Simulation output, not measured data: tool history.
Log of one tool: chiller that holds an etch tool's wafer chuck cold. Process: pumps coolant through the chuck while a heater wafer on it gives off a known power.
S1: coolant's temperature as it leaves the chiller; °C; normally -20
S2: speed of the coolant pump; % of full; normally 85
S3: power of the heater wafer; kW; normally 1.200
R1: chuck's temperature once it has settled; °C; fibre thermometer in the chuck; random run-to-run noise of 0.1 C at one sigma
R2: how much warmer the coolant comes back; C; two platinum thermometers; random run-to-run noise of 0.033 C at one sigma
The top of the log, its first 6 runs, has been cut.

Run 7, hour 191.6: usual settings. Result: R1 -9.5 °C, R2 4.68 C.
Run 8, hour 225.2: usual settings. Result: R1 -9.3 °C, R2 4.77 C.
Run 9, hour 269.0: usual settings. Result: R1 -9.4 °C, R2 4.71 C.
Run 10, hour 309.9: usual settings but S1 -26 °C. Result: R1 -15.3 °C, R2 4.74 C.
Run 11, hour 341.4: usual settings but S2 84 % of full. Result: R1 -9.2 °C, R2 4.82 C.
Run 12, hour 360.9: usual settings but S1 -17 °C. Result: R1 -6.2 °C, R2 4.74 C.
Run 13, hour 401.6: usual settings but S1 -13 °C. Result: R1 -2.4 °C, R2 4.70 C.
Run 14, hour 447.1: usual settings but S1 -13 °C. Result: R1 -2.4 °C, R2 4.75 C.
Run 15, hour 474.5: usual settings but S1 -13 °C. Result: R1 -2.3 °C, R2 4.72 C.
Run 16, hour 513.0: usual settings but S1 -13 °C. Result: R1 -2.3 °C, R2 4.74 C.
Run 17, hour 535.4: usual settings but S1 -13 °C. Result: R1 -2.3 °C, R2 4.77 C.
Run 18, hour 561.1: usual settings but S3 0.694 kW. Result: R1 -13.8 °C, R2 2.74 C.
Run 19, hour 607.4: usual settings but S1 -23 °C, S2 61 % of full, S3 1.663 kW. Result: R1 -4.3 °C, R2 9.03 C.
Run 20, hour 632.5: usual settings but S1 -23 °C, S2 61 % of full, S3 1.663 kW. Result: R1 -4.1 °C, R2 8.98 C.
Run 21, hour 674.8: usual settings but S1 -23 °C, S2 61 % of full, S3 1.663 kW. Result: R1 -4.0 °C, R2 9.07 C.
Run 22, hour 710.2: usual settings but S1 -25 °C, S2 89 % of full, S3 0.646 kW. Result: R1 -19.3 °C, R2 2.42 C.
Run 23, hour 749.5: usual settings but S1 -25 °C, S2 89 % of full, S3 0.646 kW. Result: R1 -19.2 °C, R2 2.44 C.
Run 24, hour 788.4: usual settings but S1 -25 °C, S2 70 % of full, S3 0.645 kW. Result: R1 -18.3 °C, R2 3.12 C.
Run 25, hour 821.9: usual settings but S1 -21 °C, S2 91 % of full, S3 0.833 kW. Result: R1 -13.8 °C, R2 3.12 C.
Run 26, hour 864.7: usual settings but S1 -26 °C, S3 1.168 kW. Result: R1 -15.3 °C, R2 4.65 C.

Run 27 comes next. What will it give?
Run 27, hour 883.8: usual settings but S1 -26 °C, S3 1.168 kW. Result: R1 ?, R2 ?.

R1: -15.4 °C
R2: 4.55 C
If the tool had no hidden condition, the same run with the same run-to-run variation would have returned R1 -16.5 °C, R2 4.47 C.

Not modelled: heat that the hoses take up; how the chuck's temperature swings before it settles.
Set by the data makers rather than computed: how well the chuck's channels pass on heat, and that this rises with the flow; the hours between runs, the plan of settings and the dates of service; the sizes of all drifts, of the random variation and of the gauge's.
